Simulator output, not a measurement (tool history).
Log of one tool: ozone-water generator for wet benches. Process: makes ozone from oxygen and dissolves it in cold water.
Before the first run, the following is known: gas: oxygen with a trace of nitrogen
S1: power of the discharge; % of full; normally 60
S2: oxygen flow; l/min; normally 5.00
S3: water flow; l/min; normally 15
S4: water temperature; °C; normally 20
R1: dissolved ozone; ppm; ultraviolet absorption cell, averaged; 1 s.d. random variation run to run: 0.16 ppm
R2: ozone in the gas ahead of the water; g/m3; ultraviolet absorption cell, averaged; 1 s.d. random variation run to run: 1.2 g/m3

run,hour,S1,S2,S3,S4,R1,R2
1,0.0,60,5.00,15,20,16.6,173.8
2,156.8,60,5.00,15,20,16.3,174.1
3,322.1,60,5.00,15,20,16.0,171.8
4,411.1,60,5.00,15,20,15.7,169.5
5,599.1,60,5.00,15,20,15.5,169.3
6,797.9,60,2.88,15,20,14.8,221.5
7,992.4,58,5.00,15,20,14.9,162.1
# hour 1035.4: contactor cleaned
8,1134.8,58,5.00,15,20,16.4,162.5
# hour 1199.3: electrodes of the discharge changed
9,1247.8,58,5.00,15,20,20.9,205.8
10,1338.7,60,5.00,12,20,25.4,208.7
11,1502.3,60,5.00,12,20,25.1,209.2
12,1661.4,60,5.00,9,20,30.8,209.0
13,1807.3,60,5.00,9,20,30.5,205.9
14,1976.8,60,5.00,9,20,30.4,203.9
15,2144.3,60,3.29,9,20,31.3,254.3
16,2298.6,96,2.70,9,16,42.8,352.7
17,2405.8,96,4.27,18,16,21.9,273.0
# hour 2416.5: water thermometer calibrated
18,2601.5,98,2.61,18,16,20.7,358.7
19,2693.2,98,2.61,18,16,20.7,352.2
# hour 2726.4: water thermometer calibrated, once more
20,2876.6,66,3.58,10,21,28.4,246.5
21,2990.9,67,6.12,11,26,22.1,187.2
22,3172.5,67,6.12,11,26,21.8,182.5
23,3323.2,47,8.23,17,17,15.0,130.7
24,3525.5,60,5.00,20,20,13.6,193.1
25,3636.6,94,5.56,15,20,21.8,220.9
26,3807.1,87,4.45,15,27,18.7,238.5
27,3940.4,87,4.45,18,27,15.4,236.3
28,4111.6,60,5.00,18,20,14.5,186.0

For some of the steps in R1 from one run to the next: how much would appear even if the tool had no hidden state, given the settings, what came in and random variation, and how much remains for the hidden state plus any gauge scatter that the measured result and the result without hidden state don't share?
Hidden conditions of the tool in this case: yield of the discharge, % of new electrodes'; contactor's efficiency, % of a clean one's; true water temperature over the reading, C; drift of the gauge itself on ozone_ppm, %; drift of the gauge itself on gas_g_m3, %.
Run 8 -> 9: electrodes of the discharge changed. R1 +4.5 ppm: hidden state +4.5, all else +0.0.
Run 15 -> 16: S1 60 -> 96, S2 3.29 -> 2.70, S4 20 -> 16. R1 +11.5 ppm: hidden state -2.0, all else +13.5.
Run 16 -> 17: S2 2.70 -> 4.27, S3 9 -> 18. R1 -20.9 ppm: hidden state +1.7, all else -22.6.
Run 24 -> 25: S1 60 -> 94, S2 5.00 -> 5.56, S3 20 -> 15. R1 +8.2 ppm: hidden state -2.3, all else +10.5.

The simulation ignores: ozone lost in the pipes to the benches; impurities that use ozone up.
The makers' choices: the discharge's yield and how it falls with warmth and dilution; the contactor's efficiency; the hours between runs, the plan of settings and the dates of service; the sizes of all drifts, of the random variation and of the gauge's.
